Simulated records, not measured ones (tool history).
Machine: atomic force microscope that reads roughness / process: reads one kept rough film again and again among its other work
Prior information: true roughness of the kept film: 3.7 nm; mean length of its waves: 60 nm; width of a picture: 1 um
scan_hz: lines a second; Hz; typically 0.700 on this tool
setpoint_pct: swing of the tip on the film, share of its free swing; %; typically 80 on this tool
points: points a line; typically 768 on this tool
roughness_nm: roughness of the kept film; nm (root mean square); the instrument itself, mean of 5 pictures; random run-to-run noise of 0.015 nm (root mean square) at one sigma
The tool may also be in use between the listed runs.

run   hour  scan_hz  setpoint_pct  points  roughness_nm
  1    0.0    0.700            80     768         3.121
  2    3.8    0.700            80     768         3.114
  3    7.5    0.700            78     768         3.119
  4   14.1    0.700            80     768         3.087
  5   18.1    0.700            80     333         3.065
  6   25.7    0.700            80     768         3.069
  7   32.3    0.700            80     768         3.058
      36.8  -- new tip fitted
  8   36.8    0.700            80     768         3.496
  9   41.0    0.700            80     768         3.496
 10   50.2    0.700            80     768         3.443
 11   54.4    0.700            71     768         3.491
 12   61.4    0.700            71     768         3.460
 13   69.1    0.700            71     768         3.444
 14   75.7    0.700            80     768         3.411
 15   81.3    0.700            73     768         3.440
 16   89.0    1.671            80     768         3.267
 17   95.3    1.671            80     768         3.288
 18   99.1    1.671            80     768         3.274
 19  105.3    0.700            77     768         3.374
 20  113.9    0.700            80     703         3.351
 21  122.6    1.773            80     768         3.213
 22  130.1    1.773            80     768         3.240
 23  134.9    0.700            80     768         3.280
 24  139.2    0.700            80     768         3.280
 25  144.1    0.700            80     768         3.280

Run 26 has not been measured yet. What should we expect?
 26  150.1    3.284            80     768             ?

{"run 26": {"roughness_nm": 3.034}}
The same run, on a tool lacking any hidden state, would have yielded roughness_nm 3.236 nm (root mean square).
